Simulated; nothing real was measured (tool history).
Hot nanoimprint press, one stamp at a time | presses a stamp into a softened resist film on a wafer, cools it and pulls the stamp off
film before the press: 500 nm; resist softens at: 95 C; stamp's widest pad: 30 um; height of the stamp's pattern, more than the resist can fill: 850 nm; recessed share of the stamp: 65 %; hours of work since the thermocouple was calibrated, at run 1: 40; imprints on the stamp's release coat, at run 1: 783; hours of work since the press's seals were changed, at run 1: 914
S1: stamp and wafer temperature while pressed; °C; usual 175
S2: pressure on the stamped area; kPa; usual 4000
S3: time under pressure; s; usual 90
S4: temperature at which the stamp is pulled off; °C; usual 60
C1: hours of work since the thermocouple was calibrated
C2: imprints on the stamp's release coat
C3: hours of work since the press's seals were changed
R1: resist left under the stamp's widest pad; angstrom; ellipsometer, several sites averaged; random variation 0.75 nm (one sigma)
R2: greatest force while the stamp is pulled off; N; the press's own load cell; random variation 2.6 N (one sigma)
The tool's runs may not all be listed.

run	hour	S1	S2	S3	S4	C1	C2	C3	R1	R2
1	0	175	4000	90	60	40	783	914	2131	213
2	76.5	175	4000	90	60	85	978	959	2131	217
3	164.1	175	4000	90	60	136	1200	1010	2117	217
# hour 179.1: stamp cleaned and given a new release coat
4	260.1	175	4000	127	60	188	206	1062	1821	197
5	340.7	175	4000	127	60	235	411	1109	1819	199
6	412.7	175	4000	127	60	277	594	1151	1812	206
7	475	175	4000	90	60	314	753	1187	2079	200
8	548.9	168	4000	90	60	357	941	1231	2497	208
9	589.9	168	4000	90	60	381	1045	1255	2490	213
# hour 667.2: plate thermocouple calibrated
# hour 673.2: stamp cleaned and given a new release coat
10	673.2	168	4000	139	60	0	0	1298	2066	180
11	722.8	168	4000	139	60	29	126	1327	2057	181
# hour 748.1: press's hydraulic seals changed and the load cell set to zero
12	815	168	2510	139	60	78	340	39	2460	187
13	874.9	168	2510	139	60	113	492	74	2444	191
14	947.1	168	2510	126	60	155	676	116	2544	197
15	999.6	168	2510	126	60	186	809	147	2535	195
16	1093.7	166	3550	91	54	241	1049	202	2611	235
# hour 1167: stamp cleaned and given a new release coat
# hour 1174.1: plate thermocouple calibrated, once more
17	1192	166	3550	91	54	10	56	254	2842	225
18	1280.2	166	3550	91	54	62	280	305	2813	231
19	1357.6	170	5910	64	64	107	477	350	2361	181
20	1410.6	184	3770	47	56	138	612	381	2235	231
21	1489.9	184	3770	47	56	184	813	427	2216	229
22	1568.7	183	4000	120	60	230	1014	473	1488	213
# hour 1655: stamp cleaned and given a new release coat
23	1656.4	164	5340	90	60	278	3	521	2493	191
24	1716.1	164	5340	90	60	313	155	556	2486	190
25	1789.6	164	5340	90	60	355	342	599	2480	189
26	1879.7	164	5340	90	60	408	571	651	2477	199
# hour 1904.9: plate thermocouple calibrated
27	1925.2	164	5340	90	60	12	679	676	2547	206
28	1997.7	164	2530	77	46	54	864	718	3408	288

Measured less the same run without the tool's hidden state. The same run-to-run variation is in both; the gauge's scatter may not be:
The hidden state here: true temperature over the reading, C; pressure that arrives at the usual setting, %; grip of the stamp's worn release coat, % over a new coat's; drift of the gauge itself on residual_nm, %; drift of the gauge itself on pull_off_n, %.
run	R1	R2
1	+16	+18
2	+7	+22
3	-4	+25
4	-15	+1
5	-24	+5
6	-32	+8
7	-43	+10
8	-65	+14
9	-70	+16
10	-95	-10
11	-100	-8
12	-150	-4
13	-158	-2
14	-172	+1
15	-178	+3
16	-197	+11
17	+18	+2
18	+5	+7
19	+2	+8
20	-9	+13
21	-18	+17
22	-21	+19
23	-46	-5
24	-55	-2
25	-66	+0
26	-78	+5
27	+6	+14
28	-18	+25
